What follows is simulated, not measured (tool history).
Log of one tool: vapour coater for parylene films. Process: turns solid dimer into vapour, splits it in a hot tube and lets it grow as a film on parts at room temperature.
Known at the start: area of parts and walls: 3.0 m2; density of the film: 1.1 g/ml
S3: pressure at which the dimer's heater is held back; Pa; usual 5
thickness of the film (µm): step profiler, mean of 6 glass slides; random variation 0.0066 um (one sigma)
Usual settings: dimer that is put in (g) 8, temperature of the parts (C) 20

{"run": 1, "hour": 0.0, "dimer that is put in (g)": 8, "temperature of the parts (C)": 20, "S3": 5, "thickness of the film (µm)": 1.531}
{"run": 2, "hour": 34.9, "dimer that is put in (g)": 8, "temperature of the parts (C)": 20, "S3": 5, "thickness of the film (µm)": 1.529}
{"hour": 45.8, "done": "trap's valve overhauled"}
{"run": 3, "hour": 61.9, "dimer that is put in (g)": 8, "temperature of the parts (C)": 20, "S3": 5, "thickness of the film (µm)": 1.656}
{"run": 4, "hour": 80.6, "dimer that is put in (g)": 8, "temperature of the parts (C)": 20, "S3": 5, "thickness of the film (µm)": 1.664}
{"run": 5, "hour": 109.4, "dimer that is put in (g)": 8, "temperature of the parts (C)": 20, "S3": 5, "thickness of the film (µm)": 1.651}
{"run": 6, "hour": 127.1, "dimer that is put in (g)": 8, "temperature of the parts (C)": 20, "S3": 5, "thickness of the film (µm)": 1.653}
{"run": 7, "hour": 160.3, "dimer that is put in (g)": 13, "temperature of the parts (C)": 20, "S3": 5, "thickness of the film (µm)": 2.673}
{"run": 8, "hour": 181.0, "dimer that is put in (g)": 13, "temperature of the parts (C)": 20, "S3": 5, "thickness of the film (µm)": 2.648}
{"run": 9, "hour": 214.2, "dimer that is put in (g)": 12, "temperature of the parts (C)": 20, "S3": 5, "thickness of the film (µm)": 2.449}
{"run": 10, "hour": 245.9, "dimer that is put in (g)": 12, "temperature of the parts (C)": 20, "S3": 5, "thickness of the film (µm)": 2.436}
{"hour": 250.3, "done": "table's thermometer calibrated"}
{"run": 11, "hour": 281.8, "dimer that is put in (g)": 12, "temperature of the parts (C)": 20, "S3": 5, "thickness of the film (µm)": 2.447}
{"run": 12, "hour": 320.4, "dimer that is put in (g)": 12, "temperature of the parts (C)": 14, "S3": 5, "thickness of the film (µm)": 3.287}
{"hour": 349.3, "done": "table's thermometer calibrated, once more"}
{"run": 13, "hour": 350.1, "dimer that is put in (g)": 12, "temperature of the parts (C)": 14, "S3": 5, "thickness of the film (µm)": 3.167}
{"run": 14, "hour": 374.5, "dimer that is put in (g)": 12, "temperature of the parts (C)": 14, "S3": 5, "thickness of the film (µm)": 3.155}
{"run": 15, "hour": 399.5, "dimer that is put in (g)": 12, "temperature of the parts (C)": 14, "S3": 5, "thickness of the film (µm)": 3.143}
{"run": 16, "hour": 420.9, "dimer that is put in (g)": 4, "temperature of the parts (C)": 20, "S3": 5, "thickness of the film (µm)": 0.778}
{"run": 17, "hour": 455.1, "dimer that is put in (g)": 8, "temperature of the parts (C)": 14, "S3": 4.24, "thickness of the film (µm)": 2.169}
{"run": 18, "hour": 486.3, "dimer that is put in (g)": 8, "temperature of the parts (C)": 30, "S3": 5.22, "thickness of the film (µm)": 0.925}
{"run": 19, "hour": 521.6, "dimer that is put in (g)": 8, "temperature of the parts (C)": 20, "S3": 6.18, "thickness of the film (µm)": 1.471}
{"run": 20, "hour": 557.7, "dimer that is put in (g)": 4, "temperature of the parts (C)": 15, "S3": 9.03, "thickness of the film (µm)": 0.858}
{"run": 21, "hour": 577.2, "dimer that is put in (g)": 5, "temperature of the parts (C)": 14, "S3": 11.63, "thickness of the film (µm)": 1.073}
{"run": 22, "hour": 596.7, "dimer that is put in (g)": 5, "temperature of the parts (C)": 14, "S3": 11.63, "thickness of the film (µm)": 1.089}
{"hour": 624.6, "done": "trap's valve overhauled"}
{"run": 23, "hour": 633.5, "dimer that is put in (g)": 13, "temperature of the parts (C)": 20, "S3": 3.34, "thickness of the film (µm)": 2.862}
{"run": 24, "hour": 655.2, "dimer that is put in (g)": 5, "temperature of the parts (C)": 20, "S3": 5, "thickness of the film (µm)": 1.013}
{"run": 25, "hour": 692.8, "dimer that is put in (g)": 6, "temperature of the parts (C)": 29, "S3": 2.72, "thickness of the film (µm)": 0.868}
{"run": 26, "hour": 728.2, "dimer that is put in (g)": 5, "temperature of the parts (C)": 23, "S3": 3.36, "thickness of the film (µm)": 0.944}
{"run": 27, "hour": 768.6, "dimer that is put in (g)": 5, "temperature of the parts (C)": 23, "S3": 3.36, "thickness of the film (µm)": 0.935}
{"run": 28, "hour": 796.7, "dimer that is put in (g)": 7, "temperature of the parts (C)": 29, "S3": 8.45, "thickness of the film (µm)": 0.808}
{"run": 29, "hour": 837.6, "dimer that is put in (g)": 6, "temperature of the parts (C)": 16, "S3": 4.7, "thickness of the film (µm)": 1.486}
{"run": 30, "hour": 878.4, "dimer that is put in (g)": 4, "temperature of the parts (C)": 16, "S3": 8.92, "thickness of the film (µm)": 0.867}
{"run": 31, "hour": 917.5, "dimer that is put in (g)": 4, "temperature of the parts (C)": 16, "S3": 8.92, "thickness of the film (µm)": 0.853}
{"run": 32, "hour": 939.1, "dimer that is put in (g)": 4, "temperature of the parts (C)": 16, "S3": 8.92, "thickness of the film (µm)": 0.85}

3 ways to go on from here, each from the tool as it stands after run 32. What would each give?
{"run": "A", "hour": 977.5, "dimer that is put in (g)": 13, "temperature of the parts (C)": 16, "S3": 10.74, "thickness of the film (µm)": "?"}
{"run": "B", "hour": 977.5, "dimer that is put in (g)": 7, "temperature of the parts (C)": 25, "S3": 9.54, "thickness of the film (µm)": "?"}
{"run": "C", "hour": 977.5, "dimer that is put in (g)": 8, "temperature of the parts (C)": 20, "S3": 3.07, "thickness of the film (µm)": "?"}

run=A thickness_of_the_film_(µm)=2.642
run=B thickness_of_the_film_(µm)=0.936
run=C thickness_of_the_film_(µm)=1.719
Without the tool's hidden state the same runs would have given:
run=A thickness_of_the_film_(µm)=2.752
run=B thickness_of_the_film_(µm)=0.974
run=C thickness_of_the_film_(µm)=1.79

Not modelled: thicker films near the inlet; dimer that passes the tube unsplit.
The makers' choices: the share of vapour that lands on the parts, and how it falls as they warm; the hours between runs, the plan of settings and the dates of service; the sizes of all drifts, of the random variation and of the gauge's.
